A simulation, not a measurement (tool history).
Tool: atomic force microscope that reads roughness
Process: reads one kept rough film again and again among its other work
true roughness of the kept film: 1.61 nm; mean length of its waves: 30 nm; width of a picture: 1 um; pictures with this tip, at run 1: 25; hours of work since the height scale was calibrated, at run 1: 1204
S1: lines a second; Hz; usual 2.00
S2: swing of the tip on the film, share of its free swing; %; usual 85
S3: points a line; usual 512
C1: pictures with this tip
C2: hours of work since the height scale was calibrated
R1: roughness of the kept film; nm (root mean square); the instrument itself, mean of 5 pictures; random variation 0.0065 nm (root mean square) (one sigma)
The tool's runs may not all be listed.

run,hour,S1,S2,S3,C1,C2,R1
1,0.0,2.00,85,512,25,1204,1.269
2,39.3,2.00,57,512,123,1235,1.488
3,63.6,2.00,57,512,184,1254,1.476
4,101.0,2.00,67,512,277,1284,1.422
5,129.6,2.00,67,512,349,1306,1.414
# hour 143.6: new tip fitted
6,164.6,2.00,67,512,52,1333,1.427
7,195.6,2.37,85,512,130,1358,1.221
8,236.7,2.37,85,512,232,1390,1.230
9,283.0,2.11,85,512,348,1427,1.246
# hour 297.8: new tip fitted
10,327.2,2.11,85,512,73,1461,1.255
11,358.5,2.11,85,512,151,1486,1.250
12,379.1,2.11,85,512,203,1502,1.264
13,406.7,2.00,85,512,271,1524,1.273
14,431.0,2.00,85,512,332,1543,1.262
# hour 452.5: new tip fitted
15,475.2,2.00,85,512,56,1577,1.270
16,500.9,2.00,85,512,120,1597,1.272
17,526.3,2.06,85,512,184,1617,1.254
18,570.7,2.06,85,512,294,1652,1.260
19,604.7,2.00,85,786,379,1679,1.271
# hour 607.3: new tip fitted
20,628.5,2.00,85,786,52,1697,1.264
21,657.4,2.00,77,786,125,1720,1.358
22,701.2,2.00,77,786,234,1755,1.353
23,726.6,0.64,81,666,297,1775,1.462
24,755.6,3.42,58,666,370,1797,1.436
# hour 763.0: new tip fitted
25,793.7,3.42,58,666,76,1827,1.442
26,817.9,0.57,65,338,137,1846,1.506
27,856.5,2.52,69,870,233,1877,1.385
28,895.1,2.52,69,870,329,1907,1.381
# hour 916.8: new tip fitted
29,928.2,0.58,69,870,29,1933,1.510
30,950.4,1.76,59,551,84,1950,1.477
31,993.3,2.42,85,512,191,1984,1.224
32,1031.7,0.56,85,267,287,2014,1.444
33,1057.5,0.56,85,267,351,2034,1.437
# hour 1070.4: new tip fitted
34,1102.8,1.91,73,336,81,2070,1.388
35,1144.1,1.91,76,336,184,2102,1.363
36,1177.9,1.91,76,336,269,2129,1.362

Forecast each of these 3 alternatives for the next run:
# hour 1224.7: new tip fitted
A,1224.7,2.71,85,433,0,2165,?
# hour 1224.7: new tip fitted
B,1224.7,2.00,56,581,0,2165,?
# hour 1224.7: new tip fitted
C,1224.7,3.80,56,979,0,2165,?

run,R1
A,1.201
B,1.497
C,1.432
Without the tool's hidden state the same runs would have given:
run,R1
A,1.202
B,1.497
C,1.433
